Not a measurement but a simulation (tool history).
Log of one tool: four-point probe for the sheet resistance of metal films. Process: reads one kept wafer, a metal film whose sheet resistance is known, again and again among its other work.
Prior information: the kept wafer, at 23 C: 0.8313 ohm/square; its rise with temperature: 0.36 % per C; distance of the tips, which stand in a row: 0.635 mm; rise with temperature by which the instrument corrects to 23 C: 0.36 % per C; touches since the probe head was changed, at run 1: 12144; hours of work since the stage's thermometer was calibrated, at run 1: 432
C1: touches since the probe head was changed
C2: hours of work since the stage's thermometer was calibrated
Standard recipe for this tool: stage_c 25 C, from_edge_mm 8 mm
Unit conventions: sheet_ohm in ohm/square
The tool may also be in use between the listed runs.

{"run": 1, "hour": 0.0, "stage_c": 25, "from_edge_mm": 8, "C1": 12144, "C2": 432, "sheet_ohm": 0.827815}
{"run": 2, "hour": 7.3, "stage_c": 25, "from_edge_mm": 35, "C1": 12324, "C2": 437, "sheet_ohm": 0.825192}
{"run": 3, "hour": 21.9, "stage_c": 24, "from_edge_mm": 8, "C1": 12686, "C2": 448, "sheet_ohm": 0.827796}
{"run": 4, "hour": 37.5, "stage_c": 24, "from_edge_mm": 8, "C1": 13072, "C2": 459, "sheet_ohm": 0.82758}
{"run": 5, "hour": 50.8, "stage_c": 24, "from_edge_mm": 8, "C1": 13402, "C2": 468, "sheet_ohm": 0.827382}
{"run": 6, "hour": 57.8, "stage_c": 25, "from_edge_mm": 6, "C1": 13576, "C2": 473, "sheet_ohm": 0.829645}
{"run": 7, "hour": 69.1, "stage_c": 25, "from_edge_mm": 6, "C1": 13856, "C2": 481, "sheet_ohm": 0.829443}
{"run": 8, "hour": 80.3, "stage_c": 25, "from_edge_mm": 6, "C1": 14133, "C2": 489, "sheet_ohm": 0.829492}
{"run": 9, "hour": 94.8, "stage_c": 26, "from_edge_mm": 6, "C1": 14493, "C2": 500, "sheet_ohm": 0.829392}
{"run": 10, "hour": 104.3, "stage_c": 25, "from_edge_mm": 8, "C1": 14728, "C2": 506, "sheet_ohm": 0.827156}
{"run": 11, "hour": 117.8, "stage_c": 25, "from_edge_mm": 8, "C1": 15061, "C2": 516, "sheet_ohm": 0.827125}
{"run": 12, "hour": 129.4, "stage_c": 25, "from_edge_mm": 74, "C1": 15350, "C2": 524, "sheet_ohm": 0.824307}
{"run": 13, "hour": 143.5, "stage_c": 19, "from_edge_mm": 8, "C1": 15698, "C2": 534, "sheet_ohm": 0.827069}
{"run": 14, "hour": 158.2, "stage_c": 25, "from_edge_mm": 8, "C1": 16062, "C2": 545, "sheet_ohm": 0.827127}
{"run": 15, "hour": 167.6, "stage_c": 25, "from_edge_mm": 8, "C1": 16296, "C2": 551, "sheet_ohm": 0.826873}
{"run": 16, "hour": 183.5, "stage_c": 25, "from_edge_mm": 8, "C1": 16690, "C2": 563, "sheet_ohm": 0.826947}
{"run": 17, "hour": 200.7, "stage_c": 25, "from_edge_mm": 8, "C1": 17115, "C2": 575, "sheet_ohm": 0.826826}
{"run": 18, "hour": 211.8, "stage_c": 25, "from_edge_mm": 8, "C1": 17389, "C2": 583, "sheet_ohm": 0.826988}
{"run": 19, "hour": 223.4, "stage_c": 25, "from_edge_mm": 8, "C1": 17676, "C2": 591, "sheet_ohm": 0.826852}
{"run": 20, "hour": 238.0, "stage_c": 25, "from_edge_mm": 8, "C1": 18039, "C2": 601, "sheet_ohm": 0.826922}
{"run": 21, "hour": 248.6, "stage_c": 25, "from_edge_mm": 8, "C1": 18302, "C2": 609, "sheet_ohm": 0.82653}
{"hour": 250.4, "done": "stage's thermometer calibrated"}
{"run": 22, "hour": 264.5, "stage_c": 22, "from_edge_mm": 36, "C1": 18684, "C2": 10, "sheet_ohm": 0.823455}
{"hour": 275.7, "done": "stage's thermometer calibrated, once more"}
{"run": 23, "hour": 282.4, "stage_c": 21, "from_edge_mm": 36, "C1": 19115, "C2": 5, "sheet_ohm": 0.824749}
{"run": 24, "hour": 291.8, "stage_c": 24, "from_edge_mm": 14, "C1": 19346, "C2": 11, "sheet_ohm": 0.825122}
{"run": 25, "hour": 300.1, "stage_c": 24, "from_edge_mm": 14, "C1": 19554, "C2": 17, "sheet_ohm": 0.82507}
{"run": 26, "hour": 310.5, "stage_c": 25, "from_edge_mm": 30, "C1": 19811, "C2": 25, "sheet_ohm": 0.824569}
{"run": 27, "hour": 324.0, "stage_c": 27, "from_edge_mm": 4, "C1": 20146, "C2": 34, "sheet_ohm": 0.835303}
{"run": 28, "hour": 338.6, "stage_c": 20, "from_edge_mm": 4, "C1": 20505, "C2": 45, "sheet_ohm": 0.835351}
{"run": 29, "hour": 350.0, "stage_c": 19, "from_edge_mm": 21, "C1": 20789, "C2": 53, "sheet_ohm": 0.824433}
{"run": 30, "hour": 364.4, "stage_c": 19, "from_edge_mm": 4, "C1": 21145, "C2": 63, "sheet_ohm": 0.835254}
{"run": 31, "hour": 377.6, "stage_c": 20, "from_edge_mm": 58, "C1": 21473, "C2": 72, "sheet_ohm": 0.824291}
{"run": 32, "hour": 391.7, "stage_c": 20, "from_edge_mm": 58, "C1": 21823, "C2": 83, "sheet_ohm": 0.823981}
{"run": 33, "hour": 402.1, "stage_c": 31, "from_edge_mm": 41, "C1": 22079, "C2": 90, "sheet_ohm": 0.823987}
{"run": 34, "hour": 414.4, "stage_c": 31, "from_edge_mm": 41, "C1": 22384, "C2": 99, "sheet_ohm": 0.823972}
{"run": 35, "hour": 422.7, "stage_c": 24, "from_edge_mm": 37, "C1": 22589, "C2": 104, "sheet_ohm": 0.824006}
{"run": 36, "hour": 430.6, "stage_c": 22, "from_edge_mm": 7, "C1": 22784, "C2": 110, "sheet_ohm": 0.827286}
{"run": 37, "hour": 445.5, "stage_c": 19, "from_edge_mm": 5, "C1": 23154, "C2": 121, "sheet_ohm": 0.830881}
{"run": 38, "hour": 459.5, "stage_c": 19, "from_edge_mm": 5, "C1": 23501, "C2": 131, "sheet_ohm": 0.830869}
{"run": 39, "hour": 473.2, "stage_c": 30, "from_edge_mm": 16, "C1": 23840, "C2": 140, "sheet_ohm": 0.824362}
{"run": 40, "hour": 489.2, "stage_c": 30, "from_edge_mm": 16, "C1": 24238, "C2": 152, "sheet_ohm": 0.824435}
{"run": 41, "hour": 497.9, "stage_c": 19, "from_edge_mm": 26, "C1": 24452, "C2": 158, "sheet_ohm": 0.823486}
{"run": 42, "hour": 511.7, "stage_c": 21, "from_edge_mm": 24, "C1": 24795, "C2": 168, "sheet_ohm": 0.82378}

Each row is a separate what-if for the run after 42, all from the same tool condition, not one after another. Results?
{"run": "A", "hour": 521.6, "stage_c": 27, "from_edge_mm": 61, "C1": 25041, "C2": 175, "sheet_ohm": "?"}
{"run": "B", "hour": 521.6, "stage_c": 18, "from_edge_mm": 67, "C1": 25041, "C2": 175, "sheet_ohm": "?"}
{"run": "C", "hour": 521.6, "stage_c": 23, "from_edge_mm": 5, "C1": 25041, "C2": 175, "sheet_ohm": "?"}
{"run": "D", "hour": 521.6, "stage_c": 28, "from_edge_mm": 8, "C1": 25041, "C2": 175, "sheet_ohm": "?"}

run=A sheet_ohm=0.823345
run=B sheet_ohm=0.823381
run=C sheet_ohm=0.830409
run=D sheet_ohm=0.826153
Take away the tool's hidden state, keep each run's random variation, and the runs would have read:
run=A sheet_ohm=0.831173
run=B sheet_ohm=0.831213
run=C sheet_ohm=0.838301
run=D sheet_ohm=0.834006
